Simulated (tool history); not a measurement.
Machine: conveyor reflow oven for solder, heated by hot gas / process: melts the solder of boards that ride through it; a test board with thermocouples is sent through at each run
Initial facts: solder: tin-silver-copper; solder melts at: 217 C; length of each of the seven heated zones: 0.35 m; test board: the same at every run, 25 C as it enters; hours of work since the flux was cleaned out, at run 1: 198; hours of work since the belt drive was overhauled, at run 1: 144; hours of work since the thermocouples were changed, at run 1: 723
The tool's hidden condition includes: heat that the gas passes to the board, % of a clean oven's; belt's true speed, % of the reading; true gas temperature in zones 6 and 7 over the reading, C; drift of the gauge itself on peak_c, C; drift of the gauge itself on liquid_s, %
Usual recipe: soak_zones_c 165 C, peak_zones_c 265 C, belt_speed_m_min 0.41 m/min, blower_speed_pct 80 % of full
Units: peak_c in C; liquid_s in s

run    day  soak_zones_c  peak_zones_c  belt_speed_m_min  blower_speed_pct  hours of work since the flux was cleaned out  hours of work since the belt drive was overhauled  hours of work since the thermocouples were changed  peak_c  liquid_s
  1      0           165           265              0.41                80                                           198                                                144                                                 723   253.1      74.7
  2  0.288           165           265             0.452                80                                           202                                                147                                                 727   250.3      64.7
  3  0.858           165           265             0.452                80                                           208                                                153                                                 733   249.7      64.3
  4  1.404           165           265             0.452                80                                           214                                                159                                                 739     250      64.9
  5  1.912           165           265              0.41                80                                           219                                                164                                                 744   252.7      75.8
  6    2.2           165           265              0.41                80                                           222                                                168                                                 747   252.9      76.4
  7  2.471           165           265              0.41                80                                           225                                                170                                                 750   252.7      74.9
  8   2.75           153           265              0.41                80                                           228                                                174                                                 753   251.6      68.1
  9   3.05           153           265              0.41                80                                           231                                                177                                                 756   251.3      69.3
 10  3.588           161           265              0.45                66                                           237                                                183                                                 762   247.1      60.5
 11  4.112           161           265              0.45                66                                           243                                                188                                                 768   247.3      59.8
     4.525  -- flux residue cleaned out of gas plates and filters
 12  4.588           169           265              0.41                80                                             1                                                191                                                 771   253.4      77.9
 13  4.892           169           265              0.41                80                                             4                                                194                                                 774   253.2      77.3
 14  5.238           169           271              0.41                59                                             8                                                198                                                 778   255.9      78.6
 15  5.738           162           276              0.41                53                                            13                                                204                                                 783   257.9      76.3
 16  6.004           164           279              0.41                53                                            16                                                206                                                 786     261      79.7

3 ways to go on from here, each from the tool as it stands after run 16. What would each give?
  A  6.621           178           279              0.41                53                                            23                                                213                                                 793       ?         ?
  B  6.621           165           261              0.41                79                                            23                                                213                                                 793       ?         ?
  C  6.621           165           276             0.409                62                                            23                                                213                                                 793       ?         ?

run  peak_c  liquid_s
  A   263.1      87.6
  B     249      71.3
  C     260      80.6
With the hidden condition removed and each run's random variation left untouched, the same runs would have given:
run  peak_c  liquid_s
  A     263      87.6
  B     249      71.3
  C     260      80.5
